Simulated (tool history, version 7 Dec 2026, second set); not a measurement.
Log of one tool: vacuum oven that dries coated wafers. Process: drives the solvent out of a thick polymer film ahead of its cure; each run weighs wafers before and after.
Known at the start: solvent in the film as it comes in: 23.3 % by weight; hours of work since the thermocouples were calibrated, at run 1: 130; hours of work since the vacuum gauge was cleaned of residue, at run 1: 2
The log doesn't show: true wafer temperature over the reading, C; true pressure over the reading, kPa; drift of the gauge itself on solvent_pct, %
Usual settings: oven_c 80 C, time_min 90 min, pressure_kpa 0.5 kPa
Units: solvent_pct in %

| run | day | oven_c | time_min | pressure_kpa | hours of work since the thermocouples were calibrated | hours of work since the vacuum gauge was cleaned of residue | solvent_pct |
|---|---|---|---|---|---|---|---|
| 1 | 0 | 80 | 90 | 0.5 | 130 | 2 | 1.46 |
| 2 | 0.662 | 80 | 90 | 0.5 | 136 | 8 | 1.45 |
| 3 | 1.154 | 83 | 90 | 0.5 | 141 | 13 | 0.97 |
| 4 | 1.483 | 81 | 90 | 0.5 | 144 | 16 | 1.28 |
| 5 | 1.854 | 81 | 90 | 0.5 | 148 | 20 | 1.27 |
| 6 | 2.546 | 81 | 90 | 0.5 | 155 | 27 | 1.31 |
| 7 | 2.888 | 81 | 90 | 0.5 | 158 | 30 | 1.29 |
| 8 | 3.342 | 76 | 90 | 0.5 | 163 | 35 | 2.4 |
| 9 | 4.058 | 76 | 90 | 0.5 | 170 | 42 | 2.37 |
| 10 | 4.646 | 76 | 90 | 0.5 | 175 | 47 | 2.45 |
| 11 | 5.254 | 80 | 90 | 0.5 | 181 | 53 | 1.49 |
| 12 | 6 | 65 | 90 | 0.5 | 189 | 61 | 6.34 |
| 13 | 6.712 | 65 | 90 | 0.5 | 196 | 68 | 6.29 |
| 14 | 7.433 | 80 | 90 | 1.131 | 203 | 75 | 1.97 |
| 15 | 8.012 | 80 | 90 | 0.5 | 209 | 81 | 1.46 |
| 16 | 8.812 | 79 | 90 | 0.5 | 217 | 89 | 1.69 |
| 17 | 9.3 | 80 | 90 | 0.5 | 221 | 93 | 1.47 |
| 18 | 9.671 | 80 | 90 | 0.5 | 225 | 97 | 1.5 |
| 19 | 10.1 | 87 | 108 | 0.452 | 229 | 101 | 0.39 |
| 20 | 10.775 | 80 | 62 | 0.5 | 236 | 108 | 3.04 |
| 21 | 11.25 | 80 | 90 | 0.847 | 241 | 113 | 1.76 |
| 22 | 11.975 | 77 | 72 | 0.863 | 248 | 120 | 3.45 |
| 23 | 12.567 | 83 | 90 | 1.35 | 254 | 126 | 1.55 |
| 24 | 13.183 | 83 | 90 | 1.35 | 260 | 132 | 1.58 |
| 25 | 13.708 | 67 | 45 | 0.269 | 265 | 137 | 9.92 |
| 26 | 14.212 | 68 | 45 | 0.269 | 270 | 142 | 9.49 |
| 27 | 14.854 | 81 | 90 | 1.31 | 276 | 148 | 1.87 |
| 28 | 15.388 | 68 | 64 | 0.662 | 282 | 154 | 7.5 |
| 29 | 16.183 | 68 | 64 | 0.662 | 289 | 161 | 7.45 |
| 30 | 16.592 | 68 | 64 | 0.662 | 293 | 165 | 7.49 |
| 31 | 17.346 | 68 | 64 | 0.662 | 301 | 173 | 7.49 |
| 32 | 17.904 | 90 | 150 | 0.399 | 306 | 178 | 0.22 |
| 33 | 18.296 | 90 | 150 | 0.399 | 310 | 182 | 0.25 |
| 34 | 18.958 | 71 | 142 | 0.455 | 317 | 189 | 1.76 |

3 ways to go on from here, each from the tool as it stands after run 34. What would each give?
| A | 19.754 | 77 | 90 | 0.5 | 325 | 197 | ? |
| B | 19.754 | 78 | 116 | 0.498 | 325 | 197 | ? |
| C | 19.754 | 89 | 98 | 0.5 | 325 | 197 | ? |

| run | solvent_pct |
|---|---|
| A | 2.15 |
| B | 1.16 |
| C | 0.41 |
Without the tool's hidden state the same runs would have given:
| run | solvent_pct |
|---|---|
| A | 2.14 |
| B | 1.14 |
| C | 0.39 |

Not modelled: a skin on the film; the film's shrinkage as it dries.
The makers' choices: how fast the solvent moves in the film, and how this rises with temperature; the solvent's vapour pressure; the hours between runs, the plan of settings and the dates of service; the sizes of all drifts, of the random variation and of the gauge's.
